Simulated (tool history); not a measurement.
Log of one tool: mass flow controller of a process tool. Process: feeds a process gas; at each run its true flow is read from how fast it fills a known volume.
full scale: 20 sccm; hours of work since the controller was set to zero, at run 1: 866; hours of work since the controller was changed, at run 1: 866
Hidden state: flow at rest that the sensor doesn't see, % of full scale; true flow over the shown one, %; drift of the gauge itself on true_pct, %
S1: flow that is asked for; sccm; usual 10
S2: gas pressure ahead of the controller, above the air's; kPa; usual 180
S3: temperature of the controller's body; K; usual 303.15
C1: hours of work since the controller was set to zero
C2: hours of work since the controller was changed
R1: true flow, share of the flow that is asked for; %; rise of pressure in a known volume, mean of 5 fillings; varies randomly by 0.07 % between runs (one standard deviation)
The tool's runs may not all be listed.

run 1 hour=0 | S1=10 S2=180 S3=303.15 | C1=866 C2=866 | R1=97.75
run 2 hour=89 | S1=10 S2=180 S3=303.15 | C1=897 C2=897 | R1=97.81
run 3 hour=167.7 | S1=10 S2=180 S3=303.15 | C1=924 C2=924 | R1=97.83
run 4 hour=271.9 | S1=10 S2=180 S3=303.15 | C1=959 C2=959 | R1=97.83
run 5 hour=430 | S1=10 S2=180 S3=303.15 | C1=1013 C2=1013 | R1=97.71
run 6 hour=521.8 | S1=10 S2=172 S3=303.15 | C1=1045 C2=1045 | R1=97.57
run 7 hour=603.4 | S1=10 S2=172 S3=303.15 | C1=1073 C2=1073 | R1=97.64
run 8 hour=712.7 | S1=10 S2=172 S3=303.15 | C1=1110 C2=1110 | R1=97.55
run 9 hour=833.6 | S1=3 S2=141 S3=294.15 | C1=1152 C2=1152 | R1=93.83
-- hour=843 controller's zero set anew
run 10 hour=941.4 | S1=10 S2=174 S3=303.15 | C1=34 C2=1188 | R1=97.21
run 11 hour=1031 | S1=10 S2=174 S3=303.15 | C1=64 C2=1219 | R1=97.16
run 12 hour=1158.9 | S1=5 S2=185 S3=307.15 | C1=108 C2=1263 | R1=95.81

Run 13 comes next. What will it give?
-- hour=1203.8 controller's zero set anew, once more
run 13 hour=1237.7 | S1=5 S2=185 S3=307.15 | C1=12 C2=1290 | R1=?

For run 13 the tool returned R1 97.83 %.
Minus the tool's unlogged condition, the same run would have read R1 98.6 %.
